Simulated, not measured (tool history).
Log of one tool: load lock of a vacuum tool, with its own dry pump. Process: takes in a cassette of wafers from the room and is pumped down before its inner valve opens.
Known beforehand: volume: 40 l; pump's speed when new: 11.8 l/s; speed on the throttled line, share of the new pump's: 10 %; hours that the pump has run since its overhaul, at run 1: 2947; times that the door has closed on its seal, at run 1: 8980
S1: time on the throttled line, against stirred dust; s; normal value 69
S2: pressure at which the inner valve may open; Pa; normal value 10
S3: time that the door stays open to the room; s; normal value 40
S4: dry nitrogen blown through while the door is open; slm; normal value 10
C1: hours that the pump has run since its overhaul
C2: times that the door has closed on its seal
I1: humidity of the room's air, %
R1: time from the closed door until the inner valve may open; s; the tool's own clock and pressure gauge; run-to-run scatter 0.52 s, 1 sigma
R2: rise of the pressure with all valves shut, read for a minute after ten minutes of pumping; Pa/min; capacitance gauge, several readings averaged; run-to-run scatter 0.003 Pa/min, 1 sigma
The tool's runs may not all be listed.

run	hour	S1	S2	S3	S4	C1	C2	I1	R1	R2
1	0	69	10	40	10	2947	8980	42.5	94	0.037
2	297.5	122	10	40	10	3244	9479	46.6	141.4	0.045
3	607.8	69	10	40	8	3555	9998	44.8	93.7	0.043
4	1020.6	69	10	40	38	3967	10690	43.4	93.5	0.029
5	1483.9	69	10	40	34	4431	11466	45.9	93.6	0.033
6	1783.2	69	10	40	34	4730	11968	44.4	93.6	0.03
7	2385.8	47	13	84	34	5333	12977	46.3	72.2	0.032
8	2706.7	69	19	29	10	5654	13515	44.8	91.9	0.035
9	3280.8	69	10	40	10	6228	14477	46.3	93.6	0.041
10	3748.7	69	10	56	10	6696	15261	46.1	94.7	0.054
11	4234.4	69	10	56	10	7181	16074	45.1	93.6	0.043
12	4788.6	69	10	56	10	7735	17003	45.2	94.2	0.048

Branching from run 12: 3 alternative next runs. What would each branch give?
A	5348.9	69	16	40	8	8296	17942	44.4	?	?
B	5348.9	124	10	32	5	8296	17942	47.7	?	?
C	5348.9	118	10	56	10	8296	17942	42.8	?	?

run	R1	R2
A	92.2	0.044
B	145.2	0.039
C	137.4	0.04
The same runs, with their run-to-run variation unchanged, on a tool lacking any hidden condition would have given:
run	R1	R2
A	92.2	0.044
B	145.2	0.038
C	137.4	0.04
